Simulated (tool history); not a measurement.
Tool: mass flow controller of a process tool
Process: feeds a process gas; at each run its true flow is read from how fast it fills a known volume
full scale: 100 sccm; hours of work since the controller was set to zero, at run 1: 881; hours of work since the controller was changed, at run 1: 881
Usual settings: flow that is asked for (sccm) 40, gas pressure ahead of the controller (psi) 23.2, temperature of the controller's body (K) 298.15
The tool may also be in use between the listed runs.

| run | day | flow that is asked for (sccm) | gas pressure ahead of the controller (psi) | temperature of the controller's body (K) | hours of work since the controller was set to zero | hours of work since the controller was changed | true flow (%) |
|---|---|---|---|---|---|---|---|
| 1 | 0.000 | 40 | 23.2 | 298.15 | 881 | 881 | 100.52 |
| 2 | 2.746 | 40 | 30.6 | 298.15 | 925 | 925 | 100.00 |
| 3 | 5.738 | 40 | 30.6 | 298.15 | 972 | 972 | 100.05 |
| 4 | 8.221 | 40 | 30.6 | 298.15 | 1012 | 1012 | 100.10 |
| 5 | 11.650 | 40 | 30.6 | 298.15 | 1066 | 1066 | 100.31 |
| 6 | 13.633 | 40 | 23.2 | 298.15 | 1098 | 1098 | 100.58 |
| 7 | 16.996 | 40 | 23.2 | 298.15 | 1151 | 1151 | 100.58 |
| 8 | 19.996 | 40 | 23.2 | 298.15 | 1198 | 1198 | 100.61 |
| 9 | 22.646 | 29 | 23.2 | 298.15 | 1240 | 1240 | 101.01 |
| 10 | 24.158 | 14 | 23.2 | 298.15 | 1264 | 1264 | 102.49 |
|  | 24.362 | controller's zero set anew |
| 11 | 27.267 | 14 | 23.2 | 298.15 | 46 | 1313 | 103.16 |
| 12 | 28.833 | 11 | 23.2 | 303.15 | 71 | 1338 | 104.84 |
| 13 | 31.550 | 35 | 35.2 | 305.15 | 114 | 1381 | 101.26 |
| 14 | 33.150 | 13 | 26.7 | 295.15 | 139 | 1406 | 103.17 |
| 15 | 36.479 | 13 | 26.7 | 311.15 | 192 | 1459 | 105.00 |

Forecast each of these 5 alternatives for the next run:
| A | 37.996 | 90 | 23.2 | 298.15 | 216 | 1483 | ? |
| B | 37.996 | 41 | 23.2 | 298.15 | 216 | 1483 | ? |
| C | 37.996 | 89 | 26.3 | 294.15 | 216 | 1483 | ? |
| D | 37.996 | 13 | 21.6 | 311.15 | 216 | 1483 | ? |
| E | 37.996 | 40 | 23.8 | 305.15 | 216 | 1483 | ? |

| run | true flow (%) |
|---|---|
| A | 100.76 |
| B | 100.98 |
| C | 100.30 |
| D | 105.34 |
| E | 101.66 |
Without the tool's hidden state the same runs would have given:
| run | true flow (%) |
|---|---|
| A | 100.19 |
| B | 99.62 |
| C | 99.72 |
| D | 100.84 |
| E | 100.27 |

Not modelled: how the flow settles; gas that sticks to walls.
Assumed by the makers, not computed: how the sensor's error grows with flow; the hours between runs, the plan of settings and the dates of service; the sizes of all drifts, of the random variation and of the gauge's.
